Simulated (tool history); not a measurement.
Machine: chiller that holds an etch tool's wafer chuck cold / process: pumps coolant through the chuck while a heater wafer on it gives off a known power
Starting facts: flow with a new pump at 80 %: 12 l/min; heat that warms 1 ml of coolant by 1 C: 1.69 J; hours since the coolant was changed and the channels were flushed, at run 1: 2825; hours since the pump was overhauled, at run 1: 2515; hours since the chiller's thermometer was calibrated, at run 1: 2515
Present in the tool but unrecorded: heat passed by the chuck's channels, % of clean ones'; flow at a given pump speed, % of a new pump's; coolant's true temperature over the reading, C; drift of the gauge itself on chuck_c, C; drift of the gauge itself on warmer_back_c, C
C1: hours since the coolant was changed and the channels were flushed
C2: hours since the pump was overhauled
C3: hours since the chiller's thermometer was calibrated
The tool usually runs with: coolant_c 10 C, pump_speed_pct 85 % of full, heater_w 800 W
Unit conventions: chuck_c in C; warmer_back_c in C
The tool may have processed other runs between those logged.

Run 1, hour 0: usual settings; C1 2825; C2 2515; C3 2515. Result: chuck_c 19.33 C, warmer_back_c 2.37 C.
Run 2, hour 70.4: usual settings; C1 2896; C2 2585; C3 2585. Result: chuck_c 19.3 C, warmer_back_c 2.35 C.
Run 3, hour 102.6: usual settings but coolant_c 14 C; C1 2928; C2 2617; C3 2617. Result: chuck_c 23.41 C, warmer_back_c 2.34 C.
Run 4, hour 166.6: usual settings but coolant_c 2 C; C1 2992; C2 2681; C3 2681. Result: chuck_c 11.35 C, warmer_back_c 2.37 C.
Run 5, hour 222.7: usual settings but coolant_c 2 C; C1 3048; C2 2737; C3 2737. Result: chuck_c 11.38 C, warmer_back_c 2.36 C.
Run 6, hour 290.9: usual settings but coolant_c 2 C; C1 3116; C2 2806; C3 2806. Result: chuck_c 11.42 C, warmer_back_c 2.36 C.
Run 7, hour 323.2: usual settings but coolant_c 2 C, pump_speed_pct 87 % of full; C1 3149; C2 2838; C3 2838. Result: chuck_c 11.28 C, warmer_back_c 2.29 C.
Run 8, hour 375.1: usual settings but coolant_c 2 C, pump_speed_pct 87 % of full; C1 3200; C2 2890; C3 2890. Result: chuck_c 11.27 C, warmer_back_c 2.29 C.
Run 9, hour 443.6: usual settings but coolant_c 2 C, pump_speed_pct 87 % of full; C1 3269; C2 2958; C3 2958. Result: chuck_c 11.46 C, warmer_back_c 2.32 C.
Run 10, hour 481.9: usual settings but coolant_c 2 C, pump_speed_pct 87 % of full; C1 3307; C2 2997; C3 2997. Result: chuck_c 11.41 C, warmer_back_c 2.31 C.
Run 11, hour 538.4: usual settings but coolant_c 2 C, pump_speed_pct 87 % of full; C1 3364; C2 3053; C3 3053. Result: chuck_c 11.48 C, warmer_back_c 2.31 C.
Run 12, hour 570.4: usual settings but coolant_c 2 C, pump_speed_pct 87 % of full; C1 3396; C2 3085; C3 3085. Result: chuck_c 11.42 C, warmer_back_c 2.31 C.
At hour 578.5: coolant pump overhauled.
Run 13, hour 638.2: usual settings but coolant_c 2 C, pump_speed_pct 87 % of full; C1 3459; C2 60; C3 3148. Result: chuck_c 11.69 C, warmer_back_c 2.38 C.
Run 14, hour 707.2: usual settings but coolant_c 2 C, pump_speed_pct 87 % of full; C1 3528; C2 129; C3 3217. Result: chuck_c 11.58 C, warmer_back_c 2.37 C.
Run 15, hour 760.2: usual settings; C1 3581; C2 182; C3 3270. Result: chuck_c 19.79 C, warmer_back_c 2.43 C.
Run 16, hour 803: usual settings but coolant_c 1 C; C1 3623; C2 224; C3 3313. Result: chuck_c 10.78 C, warmer_back_c 2.45 C.
Run 17, hour 837.2: usual settings but coolant_c 1 C; C1 3658; C2 259; C3 3347. Result: chuck_c 10.9 C, warmer_back_c 2.43 C.
At hour 852.5: coolant pump overhauled, once more.
Run 18, hour 890.6: usual settings but coolant_c 4 C, pump_speed_pct 83 % of full, heater_w 691 W; C1 3706; C2 38; C3 3395. Result: chuck_c 12.08 C, warmer_back_c 1.99 C.
Run 19, hour 953.4: usual settings but coolant_c 20 C, pump_speed_pct 66 % of full, heater_w 817 W; C1 3769; C2 101; C3 3458. Result: chuck_c 31.89 C, warmer_back_c 2.98 C.
Run 20, hour 1011.1: usual settings but coolant_c 4 C, pump_speed_pct 91 % of full, heater_w 972 W; C1 3826; C2 159; C3 3516. Result: chuck_c 14.69 C, warmer_back_c 2.54 C.
Run 21, hour 1066.3: usual settings but coolant_c 17 C, heater_w 939 W; C1 3882; C2 214; C3 3571. Result: chuck_c 28.17 C, warmer_back_c 2.63 C.
Run 22, hour 1119.8: usual settings but coolant_c 17 C, heater_w 939 W; C1 3935; C2 267; C3 3625. Result: chuck_c 28.07 C, warmer_back_c 2.64 C.
Run 23, hour 1162.6: usual settings but coolant_c 12 C, heater_w 416 W; C1 3978; C2 310; C3 3667. Result: chuck_c 16.42 C, warmer_back_c 1.19 C.
Run 24, hour 1193: usual settings but coolant_c 12 C, heater_w 416 W; C1 4008; C2 340; C3 3698. Result: chuck_c 16.39 C, warmer_back_c 1.17 C.
Run 25, hour 1252.9: usual settings but coolant_c 12 C, pump_speed_pct 98 % of full, heater_w 416 W; C1 4068; C2 400; C3 3758. Result: chuck_c 15.92 C, warmer_back_c 1.01 C.
Run 26, hour 1304.9: usual settings but coolant_c 12 C, pump_speed_pct 98 % of full, heater_w 416 W; C1 4120; C2 452; C3 3810. Result: chuck_c 15.66 C, warmer_back_c 1.01 C.
Run 27, hour 1363.6: usual settings but coolant_c 12 C, pump_speed_pct 80 % of full; C1 4179; C2 511; C3 3868. Result: chuck_c 21.98 C, warmer_back_c 2.42 C.
Run 28, hour 1401.9: usual settings but coolant_c 3 C, pump_speed_pct 71 % of full, heater_w 874 W; C1 4217; C2 549; C3 3907. Result: chuck_c 15.24 C, warmer_back_c 2.98 C.
Run 29, hour 1450.6: usual settings but coolant_c 3 C, pump_speed_pct 64 % of full, heater_w 469 W; C1 4266; C2 598; C3 3955. Result: chuck_c 9.63 C, warmer_back_c 1.79 C.
Run 30, hour 1495.7: usual settings but pump_speed_pct 88 % of full, heater_w 406 W; C1 4311; C2 643; C3 4000. Result: chuck_c 14.12 C, warmer_back_c 1.11 C.
Run 31, hour 1549.9: usual settings but coolant_c 14 C, pump_speed_pct 98 % of full; C1 4365; C2 697; C3 4055. Result: chuck_c 22.37 C, warmer_back_c 1.95 C.
At hour 1575.5: coolant changed, channels flushed.
Run 32, hour 1621.1: usual settings but coolant_c 14 C, pump_speed_pct 99 % of full, heater_w 695 W; C1 46; C2 763; C3 4120. Result: chuck_c 19.57 C, warmer_back_c 1.7 C.

What would each run have given without the hidden state, its run-to-run variation left as it was?
run  chuck_c  warmer_back_c
  1     18.4           2.24
  2    18.35           2.22
  3    22.44           2.21
  4    10.36           2.24
  5    10.37           2.22
  6    10.38           2.22
  7    10.27           2.15
  8    10.24           2.15
  9    10.39           2.18
 10    10.33           2.16
 11    10.37           2.16
 12     10.3           2.16
 13    10.38           2.18
 14    10.23           2.16
 15    18.38           2.22
 16     9.35           2.24
 17     9.46           2.22
 18    11.48           1.97
 19    30.65           2.95
 20    13.57           2.51
 21    26.99           2.59
 22    26.85            2.6
 23    16.41           1.17
 24    16.38           1.15
 25       16           0.99
 26    15.74           0.99
 27    20.88           2.37
 28     13.7           2.92
 29     9.14           1.75
 30    14.12           1.09
 31    21.49           1.91
 32    20.49           1.66
